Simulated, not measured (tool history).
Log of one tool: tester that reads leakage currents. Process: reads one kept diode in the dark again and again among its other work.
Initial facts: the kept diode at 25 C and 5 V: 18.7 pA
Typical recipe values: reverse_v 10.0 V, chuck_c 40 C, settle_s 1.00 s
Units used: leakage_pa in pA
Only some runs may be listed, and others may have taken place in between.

run,hour,reverse_v,chuck_c,settle_s,leakage_pa
1,0.0,10.0,40,1.00,80.52
2,24.8,10.0,40,1.00,79.98
3,49.3,10.0,40,5.15,78.54
4,76.5,10.0,40,5.15,78.42
5,105.5,10.0,25,5.15,25.20
6,134.7,10.0,25,5.15,25.19
7,154.5,10.0,25,5.15,24.98
# hour 159.3: tester calibrated
8,176.4,10.0,25,5.15,24.99
9,202.9,10.0,25,5.15,25.06
10,220.6,10.0,25,5.15,25.01
11,244.4,10.0,25,5.15,24.89
12,268.8,10.0,25,5.15,24.98
13,289.3,10.0,25,5.15,25.01
14,307.2,10.0,25,5.15,25.00
15,332.2,10.0,32,5.15,42.46
# hour 339.2: tester calibrated, once more
16,350.8,10.0,32,5.15,42.58
17,379.2,7.1,21,4.12,15.71
18,408.2,4.7,21,4.12,12.88
19,423.1,4.7,21,4.12,12.79
20,451.1,2.4,30,1.00,19.66
21,481.1,2.4,30,1.00,19.51
22,494.8,4.5,59,1.00,202.47

3 ways to go on from here, each from the tool as it stands after run 22. What would each give?
A,518.3,4.5,24,0.36,?
B,518.3,6.6,40,1.00,?
C,518.3,17.4,59,1.00,?

run,leakage_pa
A,17.75
B,64.30
C,363.57
Without the tool's hidden state the same runs would have given:
run,leakage_pa
A,18.63
B,68.70
C,387.78
